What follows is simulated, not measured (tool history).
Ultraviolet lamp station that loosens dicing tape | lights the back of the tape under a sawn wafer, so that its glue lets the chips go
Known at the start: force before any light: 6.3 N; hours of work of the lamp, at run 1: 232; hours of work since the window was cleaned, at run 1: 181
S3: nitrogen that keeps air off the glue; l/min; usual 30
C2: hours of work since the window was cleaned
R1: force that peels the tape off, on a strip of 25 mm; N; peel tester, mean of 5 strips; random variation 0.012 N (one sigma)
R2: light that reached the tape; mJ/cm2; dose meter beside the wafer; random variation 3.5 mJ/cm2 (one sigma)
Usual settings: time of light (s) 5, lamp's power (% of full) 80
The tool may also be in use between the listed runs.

Run 1, day 0: usual settings; hours of work of the lamp 232; C2 181. Result: R1 0.785 N, R2 485 mJ/cm2.
Run 2, day 0.533: usual settings; hours of work of the lamp 241; C2 190. Result: R1 0.745 N, R2 482 mJ/cm2.
Run 3, day 0.896: usual settings but lamp's power (% of full) 83; hours of work of the lamp 247; C2 196. Result: R1 0.718 N, R2 499 mJ/cm2.
Run 4, day 1.342: usual settings but lamp's power (% of full) 83; hours of work of the lamp 255; C2 204. Result: R1 0.743 N, R2 491 mJ/cm2.
Run 5, day 1.683: usual settings but lamp's power (% of full) 83; hours of work of the lamp 261; C2 210. Result: R1 0.732 N, R2 488 mJ/cm2.
Run 6, day 2.358: usual settings but time of light (s) 6, lamp's power (% of full) 83; hours of work of the lamp 273; C2 221. Result: R1 0.53 N, R2 591 mJ/cm2.
Run 7, day 2.917: usual settings but time of light (s) 6, lamp's power (% of full) 83; hours of work of the lamp 282; C2 231. Result: R1 0.52 N, R2 577 mJ/cm2.
Run 8, day 3.471: usual settings but time of light (s) 6, lamp's power (% of full) 83; hours of work of the lamp 292; C2 240. Result: R1 0.544 N, R2 574 mJ/cm2.
Run 9, day 4.033: usual settings but time of light (s) 6, lamp's power (% of full) 83; hours of work of the lamp 301; C2 250. Result: R1 0.544 N, R2 575 mJ/cm2.
Run 10, day 4.575: usual settings; hours of work of the lamp 311; C2 259. Result: R1 0.846 N, R2 462 mJ/cm2.
Run 11, day 5.083: usual settings; hours of work of the lamp 319; C2 268. Result: R1 0.888 N, R2 456 mJ/cm2.
Run 12, day 5.467: usual settings but time of light (s) 8; hours of work of the lamp 326; C2 275. Result: R1 0.334 N, R2 722 mJ/cm2.
Run 13, day 5.942: usual settings but time of light (s) 8; hours of work of the lamp 334; C2 283. Result: R1 0.34 N, R2 712 mJ/cm2.
Run 14, day 6.617: usual settings but time of light (s) 8; hours of work of the lamp 346; C2 295. Result: R1 0.36 N, R2 717 mJ/cm2.
Run 15, day 7: usual settings; hours of work of the lamp 352; C2 301. Result: R1 0.932 N, R2 446 mJ/cm2.
Run 16, day 7.292: usual settings; hours of work of the lamp 357; C2 306. Result: R1 0.918 N, R2 439 mJ/cm2.
Run 17, day 7.967: usual settings; hours of work of the lamp 369; C2 318. Result: R1 0.911 N, R2 434 mJ/cm2.
Run 18, day 8.458: usual settings; hours of work of the lamp 378; C2 326. Result: R1 0.902 N, R2 429 mJ/cm2.
Run 19, day 8.75: usual settings; hours of work of the lamp 383; C2 331. Result: R1 0.976 N, R2 432 mJ/cm2.
Run 20, day 9.158: usual settings; hours of work of the lamp 390; C2 338. Result: R1 0.948 N, R2 433 mJ/cm2.
At day 9.225: window cleaned of glue's vapour.
Run 21, day 9.504: usual settings; hours of work of the lamp 395; C2 5. Result: R1 0.965 N, R2 413 mJ/cm2.
Run 22, day 9.975: usual settings but time of light (s) 7, lamp's power (% of full) 69, S3 40 l/min; hours of work of the lamp 403; C2 13. Result: R1 0.57 N, R2 501 mJ/cm2.
Run 23, day 10.583: usual settings but time of light (s) 8; hours of work of the lamp 414; C2 23. Result: R1 0.43 N, R2 661 mJ/cm2.
Run 24, day 11.242: usual settings but time of light (s) 8; hours of work of the lamp 425; C2 35. Result: R1 0.424 N, R2 654 mJ/cm2.
Run 25, day 11.754: usual settings but time of light (s) 6, lamp's power (% of full) 100, S3 11 l/min; hours of work of the lamp 434; C2 43. Result: R1 1.086 N, R2 615 mJ/cm2.
Run 26, day 12.146: usual settings but time of light (s) 2, S3 54 l/min; hours of work of the lamp 441; C2 50. Result: R1 2.499 N, R2 161 mJ/cm2.
At day 12.388: window cleaned of glue's vapour, once more.
Run 27, day 12.538: usual settings but time of light (s) 2, S3 54 l/min; hours of work of the lamp 447; C2 3. Result: R1 2.096 N, R2 195 mJ/cm2.
Run 28, day 13.062: usual settings but time of light (s) 3, lamp's power (% of full) 90, S3 23 l/min; hours of work of the lamp 456; C2 12. Result: R1 1.612 N, R2 326 mJ/cm2.
Run 29, day 13.508: usual settings but time of light (s) 3, lamp's power (% of full) 90, S3 23 l/min; hours of work of the lamp 464; C2 19. Result: R1 1.712 N, R2 331 mJ/cm2.
Run 30, day 13.804: usual settings but time of light (s) 3, lamp's power (% of full) 90, S3 23 l/min; hours of work of the lamp 469; C2 24. Result: R1 1.703 N, R2 329 mJ/cm2.
Run 31, day 14.208: usual settings but time of light (s) 7, lamp's power (% of full) 84; hours of work of the lamp 476; C2 31. Result: R1 0.368 N, R2 707 mJ/cm2.
Run 32, day 14.717: usual settings but time of light (s) 7, lamp's power (% of full) 84; hours of work of the lamp 484; C2 40. Result: R1 0.361 N, R2 704 mJ/cm2.
Run 33, day 15.321: usual settings but time of light (s) 4, lamp's power (% of full) 84; hours of work of the lamp 495; C2 50. Result: R1 1.069 N, R2 398 mJ/cm2.
Run 34, day 15.858: usual settings but time of light (s) 4, lamp's power (% of full) 84; hours of work of the lamp 504; C2 60. Result: R1 1.069 N, R2 401 mJ/cm2.
Run 35, day 16.342: usual settings but time of light (s) 4, lamp's power (% of full) 84, S3 25 l/min; hours of work of the lamp 512; C2 68. Result: R1 1.197 N, R2 391 mJ/cm2.
Run 36, day 16.85: usual settings but S3 10 l/min; hours of work of the lamp 521; C2 77. Result: R1 1.666 N, R2 467 mJ/cm2.
Run 37, day 17.142: usual settings but S3 10 l/min; hours of work of the lamp 526; C2 82. Result: R1 1.724 N, R2 462 mJ/cm2.
Run 38, day 17.692: usual settings but time of light (s) 3, S3 19 l/min; hours of work of the lamp 536; C2 91. Result: R1 2.248 N, R2 279 mJ/cm2.
Run 39, day 18.304: usual settings but lamp's power (% of full) 77, S3 35 l/min; hours of work of the lamp 546; C2 102. Result: R1 0.824 N, R2 442 mJ/cm2.
Run 40, day 18.812: usual settings but lamp's power (% of full) 77, S3 35 l/min; hours of work of the lamp 555; C2 111. Result: R1 0.821 N, R2 434 mJ/cm2.
Run 41, day 19.529: usual settings but lamp's power (% of full) 72, S3 14 l/min; hours of work of the lamp 567; C2 123. Result: R1 1.672 N, R2 405 mJ/cm2.
Run 42, day 19.979: usual settings but lamp's power (% of full) 94, S3 19 l/min; hours of work of the lamp 575; C2 131. Result: R1 0.953 N, R2 527 mJ/cm2.

3 ways to go on from here, each from the tool as it stands after run 42. What would each give?
Run A, day 20.271: usual settings but time of light (s) 6, lamp's power (% of full) 93, S3 12 l/min; hours of work of the lamp 580; C2 136. Result: R1 ?, R2 ?.
Run B, day 20.271: usual settings but lamp's power (% of full) 65, S3 41 l/min; hours of work of the lamp 580; C2 136. Result: R1 ?, R2 ?.
Run C, day 20.271: usual settings but time of light (s) 3, lamp's power (% of full) 78, S3 19 l/min; hours of work of the lamp 580; C2 136. Result: R1 ?, R2 ?.

run     R1   R2
  A  1.018  616
  B  1.046  359
  C  2.519  261
Without the tool's hidden state the same runs would have given:
run     R1   R2
  A  0.641  793
  B  0.666  463
  C   1.92  336
